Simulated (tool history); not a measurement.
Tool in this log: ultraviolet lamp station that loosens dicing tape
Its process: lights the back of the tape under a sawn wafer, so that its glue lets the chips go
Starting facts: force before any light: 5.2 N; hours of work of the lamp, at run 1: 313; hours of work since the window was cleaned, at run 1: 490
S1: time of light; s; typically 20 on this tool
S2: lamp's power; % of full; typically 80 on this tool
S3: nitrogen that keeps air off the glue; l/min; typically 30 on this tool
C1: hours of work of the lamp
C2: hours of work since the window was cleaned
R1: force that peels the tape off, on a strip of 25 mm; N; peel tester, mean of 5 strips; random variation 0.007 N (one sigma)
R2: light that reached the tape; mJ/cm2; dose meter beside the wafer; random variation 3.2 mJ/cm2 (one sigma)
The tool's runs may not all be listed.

{"run": 1, "day": 0.0, "S1": 20, "S2": 80, "S3": 30, "C1": 313, "C2": 490, "R1": 0.303, "R2": 412}
{"run": 2, "day": 2.592, "S1": 20, "S2": 80, "S3": 30, "C1": 345, "C2": 522, "R1": 0.294, "R2": 398}
{"run": 3, "day": 5.458, "S1": 20, "S2": 80, "S3": 30, "C1": 381, "C2": 557, "R1": 0.307, "R2": 393}
{"run": 4, "day": 7.433, "S1": 20, "S2": 80, "S3": 30, "C1": 405, "C2": 581, "R1": 0.308, "R2": 391}
{"run": 5, "day": 10.217, "S1": 20, "S2": 80, "S3": 30, "C1": 439, "C2": 616, "R1": 0.334, "R2": 377}
{"run": 6, "day": 12.383, "S1": 20, "S2": 80, "S3": 30, "C1": 466, "C2": 642, "R1": 0.334, "R2": 372}
{"day": 13.504, "done": "window cleaned of glue's vapour"}
{"run": 7, "day": 15.367, "S1": 20, "S2": 80, "S3": 30, "C1": 503, "C2": 23, "R1": 0.304, "R2": 408}
{"run": 8, "day": 17.583, "S1": 20, "S2": 80, "S3": 30, "C1": 530, "C2": 50, "R1": 0.317, "R2": 405}
{"run": 9, "day": 20.95, "S1": 20, "S2": 80, "S3": 30, "C1": 572, "C2": 92, "R1": 0.326, "R2": 394}
{"run": 10, "day": 23.983, "S1": 20, "S2": 80, "S3": 35, "C1": 609, "C2": 129, "R1": 0.328, "R2": 389}
{"run": 11, "day": 25.788, "S1": 20, "S2": 65, "S3": 26, "C1": 631, "C2": 151, "R1": 0.492, "R2": 310}
{"run": 12, "day": 29.129, "S1": 20, "S2": 82, "S3": 26, "C1": 672, "C2": 193, "R1": 0.357, "R2": 379}
{"run": 13, "day": 31.892, "S1": 20, "S2": 84, "S3": 55, "C1": 706, "C2": 227, "R1": 0.287, "R2": 385}
{"run": 14, "day": 35.304, "S1": 20, "S2": 84, "S3": 55, "C1": 748, "C2": 269, "R1": 0.3, "R2": 373}
{"run": 15, "day": 37.1, "S1": 31, "S2": 63, "S3": 24, "C1": 771, "C2": 291, "R1": 0.283, "R2": 427}
{"run": 16, "day": 39.017, "S1": 20, "S2": 66, "S3": 11, "C1": 794, "C2": 315, "R1": 0.817, "R2": 287}
{"run": 17, "day": 42.546, "S1": 20, "S2": 66, "S3": 11, "C1": 838, "C2": 358, "R1": 0.843, "R2": 280}
{"day": 43.746, "done": "lamp changed"}
{"run": 18, "day": 45.825, "S1": 20, "S2": 66, "S3": 11, "C1": 26, "C2": 398, "R1": 0.493, "R2": 379}
{"run": 19, "day": 48.725, "S1": 21, "S2": 80, "S3": 39, "C1": 61, "C2": 434, "R1": 0.24, "R2": 485}

4 ways to go on from here, each from the tool as it stands after run 19. What would each give?
{"run": "A", "day": 50.983, "S1": 17, "S2": 80, "S3": 13, "C1": 89, "C2": 462, "R1": "?", "R2": "?"}
{"run": "B", "day": 50.983, "S1": 19, "S2": 71, "S3": 24, "C1": 89, "C2": 462, "R1": "?", "R2": "?"}
{"run": "C", "day": 50.983, "S1": 11, "S2": 96, "S3": 11, "C1": 89, "C2": 462, "R1": "?", "R2": "?"}
{"run": "D", "day": 50.983, "S1": 29, "S2": 74, "S3": 21, "C1": 89, "C2": 462, "R1": "?", "R2": "?"}

run=A R1=0.461 R2=384
run=B R1=0.348 R2=376
run=C R1=0.748 R2=298
run=D R1=0.228 R2=603
What these runs would have given with no unlogged condition in the tool:
run=A R1=0.385 R2=430
run=B R1=0.296 R2=421
run=C R1=0.622 R2=333
run=D R1=0.217 R2=675
